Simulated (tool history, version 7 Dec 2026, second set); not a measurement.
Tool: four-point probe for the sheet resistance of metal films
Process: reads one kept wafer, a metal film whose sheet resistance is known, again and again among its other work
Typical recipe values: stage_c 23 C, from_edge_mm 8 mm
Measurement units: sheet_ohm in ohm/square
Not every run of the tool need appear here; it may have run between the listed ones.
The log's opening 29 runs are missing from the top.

run	day	stage_c	from_edge_mm	touches since the probe head was changed	hours of work since the stage's thermometer was calibrated	sheet_ohm
30	16.567	19	8	26172	813	5.079340
31	17.300	19	8	26654	825	5.079363
32	17.883	19	8	27038	835	5.079832
33	18.312	19	8	27320	842	5.079200
34	19.062	33	5	27812	854	5.016730
35	19.767	21	9	28274	866	5.063395
36	20.250	22	22	28590	874	5.045839
37	20.850	24	5	28985	884	5.072390
38	21.500	24	5	29413	895	5.073953
39	22.250	26	10	29905	907	5.026518
40	22.988	31	52	30388	920	4.986840

What if the next run were any one of these 4? Each begins from the tool's condition after run 40:
A	23.462	22	70	30699	928	?
B	23.462	32	24	30699	928	?
C	23.462	23	3	30699	928	?
D	23.462	33	69	30699	928	?

run	sheet_ohm
A	5.041671
B	4.982282
C	5.154947
D	4.973690
Take away the tool's hidden state, keep each run's random variation, and the runs would have read:
run	sheet_ohm
A	5.041351
B	4.981967
C	5.154620
D	4.973376

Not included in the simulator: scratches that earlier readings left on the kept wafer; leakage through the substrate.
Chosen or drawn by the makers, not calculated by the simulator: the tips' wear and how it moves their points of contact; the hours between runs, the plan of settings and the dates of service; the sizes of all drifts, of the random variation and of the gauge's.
